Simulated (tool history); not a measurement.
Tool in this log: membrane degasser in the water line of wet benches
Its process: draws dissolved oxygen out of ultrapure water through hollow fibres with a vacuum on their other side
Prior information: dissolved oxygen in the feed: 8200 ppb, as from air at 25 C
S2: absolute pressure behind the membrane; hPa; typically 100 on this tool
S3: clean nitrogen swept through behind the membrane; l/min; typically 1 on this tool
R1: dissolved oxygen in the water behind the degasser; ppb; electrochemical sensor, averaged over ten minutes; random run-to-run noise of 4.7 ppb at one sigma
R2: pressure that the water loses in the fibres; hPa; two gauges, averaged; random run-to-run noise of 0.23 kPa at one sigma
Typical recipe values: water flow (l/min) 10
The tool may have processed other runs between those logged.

{"run": 1, "hour": 0.0, "water flow (l/min)": 10, "S2": 100, "S3": 1, "R1": 470.4, "R2": 580.1}
{"run": 2, "hour": 27.9, "water flow (l/min)": 10, "S2": 104, "S3": 1, "R1": 488.1, "R2": 576}
{"run": 3, "hour": 53.6, "water flow (l/min)": 10, "S2": 104, "S3": 0.92, "R1": 492, "R2": 574.6}
{"run": 4, "hour": 89.1, "water flow (l/min)": 10, "S2": 104, "S3": 0.92, "R1": 491.4, "R2": 580.6}
{"run": 5, "hour": 145.0, "water flow (l/min)": 10, "S2": 104, "S3": 0.92, "R1": 479.8, "R2": 577.4}
{"run": 6, "hour": 202.0, "water flow (l/min)": 10, "S2": 100, "S3": 0.44, "R1": 617.7, "R2": 576.6}
{"run": 7, "hour": 236.1, "water flow (l/min)": 10, "S2": 100, "S3": 1, "R1": 470, "R2": 578.3}
{"run": 8, "hour": 286.2, "water flow (l/min)": 10, "S2": 100, "S3": 1, "R1": 467.6, "R2": 578.6}
{"run": 9, "hour": 315.6, "water flow (l/min)": 10, "S2": 100, "S3": 1, "R1": 476.4, "R2": 575.6}
{"run": 10, "hour": 360.8, "water flow (l/min)": 6, "S2": 100, "S3": 1, "R1": 240.5, "R2": 345.6}
{"run": 11, "hour": 408.0, "water flow (l/min)": 6, "S2": 100, "S3": 1, "R1": 243, "R2": 346.4}
{"run": 12, "hour": 447.5, "water flow (l/min)": 10, "S2": 100, "S3": 1.64, "R1": 416.5, "R2": 582.5}
{"run": 13, "hour": 499.1, "water flow (l/min)": 10, "S2": 100, "S3": 1.64, "R1": 423.9, "R2": 580.8}
{"run": 14, "hour": 528.5, "water flow (l/min)": 10, "S2": 100, "S3": 1.64, "R1": 412.4, "R2": 577.8}
{"run": 15, "hour": 571.0, "water flow (l/min)": 10, "S2": 100, "S3": 1.64, "R1": 419.1, "R2": 578.3}
{"run": 16, "hour": 611.8, "water flow (l/min)": 10, "S2": 100, "S3": 1, "R1": 469.3, "R2": 577.3}
{"run": 17, "hour": 644.0, "water flow (l/min)": 10, "S2": 100, "S3": 1, "R1": 478.1, "R2": 576.7}
{"run": 18, "hour": 684.2, "water flow (l/min)": 12, "S2": 188, "S3": 1.35, "R1": 709.7, "R2": 695.7}
{"run": 19, "hour": 717.6, "water flow (l/min)": 7, "S2": 68, "S3": 2.58, "R1": 214.2, "R2": 405.6}
{"run": 20, "hour": 745.5, "water flow (l/min)": 14, "S2": 146, "S3": 0.57, "R1": 1021.4, "R2": 812.5}
{"run": 21, "hour": 772.7, "water flow (l/min)": 10, "S2": 145, "S3": 0.46, "R1": 827.2, "R2": 575.8}
{"run": 22, "hour": 820.9, "water flow (l/min)": 10, "S2": 145, "S3": 2.11, "R1": 448.7, "R2": 579.1}
{"run": 23, "hour": 854.2, "water flow (l/min)": 10, "S2": 145, "S3": 2.11, "R1": 455.8, "R2": 577.5}
{"run": 24, "hour": 914.8, "water flow (l/min)": 10, "S2": 71, "S3": 1.39, "R1": 386, "R2": 580.7}
{"run": 25, "hour": 975.0, "water flow (l/min)": 10, "S2": 71, "S3": 1.39, "R1": 390.4, "R2": 580.3}
{"run": 26, "hour": 1035.3, "water flow (l/min)": 7, "S2": 206, "S3": 0.89, "R1": 491.1, "R2": 406.4}
{"run": 27, "hour": 1065.2, "water flow (l/min)": 11, "S2": 131, "S3": 1.22, "R1": 568.8, "R2": 638.1}
{"run": 28, "hour": 1108.4, "water flow (l/min)": 11, "S2": 131, "S3": 1.22, "R1": 571.4, "R2": 636.6}
{"run": 29, "hour": 1164.9, "water flow (l/min)": 15, "S2": 180, "S3": 1, "R1": 999.5, "R2": 870.9}
{"run": 30, "hour": 1190.3, "water flow (l/min)": 12, "S2": 76, "S3": 0.53, "R1": 623.4, "R2": 697.2}
{"run": 31, "hour": 1231.7, "water flow (l/min)": 7, "S2": 68, "S3": 1.34, "R1": 234.7, "R2": 404.7}
{"run": 32, "hour": 1280.9, "water flow (l/min)": 7, "S2": 68, "S3": 1.34, "R1": 230.7, "R2": 406.5}
{"run": 33, "hour": 1323.3, "water flow (l/min)": 7, "S2": 173, "S3": 1.34, "R1": 361.7, "R2": 402.3}

3 ways to go on from here, each from the tool as it stands after run 33. What would each give?
{"run": "A", "hour": 1364.5, "water flow (l/min)": 8, "S2": 98, "S3": 1.03, "R1": "?", "R2": "?"}
{"run": "B", "hour": 1364.5, "water flow (l/min)": 16, "S2": 173, "S3": 1.34, "R1": "?", "R2": "?"}
{"run": "C", "hour": 1364.5, "water flow (l/min)": 7, "S2": 156, "S3": 1.34, "R1": "?", "R2": "?"}

run=A R1=353.9 R2=462.3
run=B R1=938.9 R2=933.6
run=C R1=339.8 R2=403.7
The same runs, with their run-to-run variation unchanged, on a tool lacking any hidden condition would have given:
run=A R1=344.3 R2=458.2
run=B R1=922.8 R2=925.3
run=C R1=329.6 R2=400.1
